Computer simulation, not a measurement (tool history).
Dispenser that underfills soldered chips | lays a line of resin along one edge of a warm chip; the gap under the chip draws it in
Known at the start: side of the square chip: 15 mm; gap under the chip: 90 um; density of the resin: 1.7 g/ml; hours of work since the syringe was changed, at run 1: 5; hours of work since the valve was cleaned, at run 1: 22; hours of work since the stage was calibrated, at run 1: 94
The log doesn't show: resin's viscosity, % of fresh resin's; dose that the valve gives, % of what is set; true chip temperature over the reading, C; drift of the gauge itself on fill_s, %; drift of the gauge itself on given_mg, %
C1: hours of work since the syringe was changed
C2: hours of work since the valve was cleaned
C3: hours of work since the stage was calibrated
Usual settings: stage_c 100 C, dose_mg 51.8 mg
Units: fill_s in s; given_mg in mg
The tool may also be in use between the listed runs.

{"run": 1, "hour": 0.0, "stage_c": 100, "dose_mg": 51.8, "C1": 5, "C2": 22, "C3": 94, "fill_s": 160.7, "given_mg": 51.11}
{"hour": 1.2, "done": "new syringe of resin"}
{"hour": 9.3, "done": "new syringe of resin"}
{"run": 2, "hour": 9.3, "stage_c": 95, "dose_mg": 51.8, "C1": 0, "C2": 28, "C3": 100, "fill_s": 146.9, "given_mg": 50.96}
{"hour": 17.3, "done": "new syringe of resin"}
{"run": 3, "hour": 23.8, "stage_c": 95, "dose_mg": 51.8, "C1": 4, "C2": 37, "C3": 110, "fill_s": 196.3, "given_mg": 50.85}
{"hour": 25.7, "done": "new syringe of resin"}
{"run": 4, "hour": 31.0, "stage_c": 95, "dose_mg": 51.8, "C1": 4, "C2": 42, "C3": 115, "fill_s": 181.5, "given_mg": 50.87}
{"hour": 33.6, "done": "new syringe of resin"}
{"run": 5, "hour": 40.9, "stage_c": 93, "dose_mg": 51.8, "C1": 5, "C2": 49, "C3": 121, "fill_s": 219.4, "given_mg": 50.44}
{"hour": 41.9, "done": "new syringe of resin"}
{"run": 6, "hour": 47.9, "stage_c": 93, "dose_mg": 51.8, "C1": 4, "C2": 53, "C3": 126, "fill_s": 206, "given_mg": 50.38}
{"hour": 49.9, "done": "new syringe of resin"}
{"run": 7, "hour": 54.1, "stage_c": 93, "dose_mg": 51.8, "C1": 3, "C2": 57, "C3": 130, "fill_s": 201.2, "given_mg": 50.49}
{"hour": 58.4, "done": "new syringe of resin"}
{"run": 8, "hour": 64.4, "stage_c": 100, "dose_mg": 51.8, "C1": 4, "C2": 64, "C3": 137, "fill_s": 154.1, "given_mg": 50.09}
{"hour": 66.7, "done": "new syringe of resin"}
{"hour": 74.7, "done": "new syringe of resin"}
{"run": 9, "hour": 76.1, "stage_c": 100, "dose_mg": 51.8, "C1": 1, "C2": 72, "C3": 144, "fill_s": 121.7, "given_mg": 49.98}
{"hour": 82.6, "done": "dispensing valve cleaned and set on the balance"}
{"hour": 83.7, "done": "new syringe of resin"}
{"run": 10, "hour": 91.0, "stage_c": 100, "dose_mg": 51.8, "C1": 5, "C2": 6, "C3": 154, "fill_s": 162.3, "given_mg": 51.67}
{"hour": 92.5, "done": "new syringe of resin"}
{"run": 11, "hour": 99.6, "stage_c": 100, "dose_mg": 51.8, "C1": 5, "C2": 11, "C3": 159, "fill_s": 162.6, "given_mg": 51.47}
{"hour": 101.2, "done": "new syringe of resin"}
{"run": 12, "hour": 107.8, "stage_c": 100, "dose_mg": 51.8, "C1": 5, "C2": 17, "C3": 165, "fill_s": 156.9, "given_mg": 51.28}
{"hour": 109.2, "done": "new syringe of resin"}
{"hour": 117.7, "done": "new syringe of resin"}
{"run": 13, "hour": 121.1, "stage_c": 100, "dose_mg": 51.8, "C1": 2, "C2": 25, "C3": 173, "fill_s": 137.8, "given_mg": 51.24}
{"hour": 126.0, "done": "new syringe of resin"}
{"run": 14, "hour": 131.5, "stage_c": 100, "dose_mg": 51.8, "C1": 4, "C2": 32, "C3": 180, "fill_s": 154.5, "given_mg": 51.25}
{"hour": 134.0, "done": "new syringe of resin"}
{"run": 15, "hour": 140.9, "stage_c": 100, "dose_mg": 65.1, "C1": 5, "C2": 38, "C3": 187, "fill_s": 157.7, "given_mg": 63.68}
{"hour": 141.9, "done": "new syringe of resin"}
{"run": 16, "hour": 148.2, "stage_c": 100, "dose_mg": 65.1, "C1": 4, "C2": 43, "C3": 191, "fill_s": 157.2, "given_mg": 63.84}
{"hour": 150.0, "done": "new syringe of resin"}
{"hour": 158.6, "done": "new syringe of resin"}
{"run": 17, "hour": 163.1, "stage_c": 100, "dose_mg": 51.8, "C1": 3, "C2": 53, "C3": 201, "fill_s": 150.1, "given_mg": 50.36}
{"hour": 166.9, "done": "new syringe of resin"}
{"hour": 175.2, "done": "new syringe of resin"}
{"run": 18, "hour": 175.3, "stage_c": 97, "dose_mg": 45.5, "C1": 0, "C2": 61, "C3": 209, "fill_s": 144.8, "given_mg": 44.05}

Run 19 comes next. What will it give?
{"hour": 183.2, "done": "new syringe of resin"}
{"run": 19, "hour": 185.0, "stage_c": 97, "dose_mg": 45.5, "C1": 1, "C2": 67, "C3": 215, "fill_s": "?", "given_mg": "?"}

Run 19 gave fill_s 150.9 s, given_mg 43.93 mg.
Without the tool's hidden state the same run would have given fill_s 127.6 s, given_mg 45.53 mg.

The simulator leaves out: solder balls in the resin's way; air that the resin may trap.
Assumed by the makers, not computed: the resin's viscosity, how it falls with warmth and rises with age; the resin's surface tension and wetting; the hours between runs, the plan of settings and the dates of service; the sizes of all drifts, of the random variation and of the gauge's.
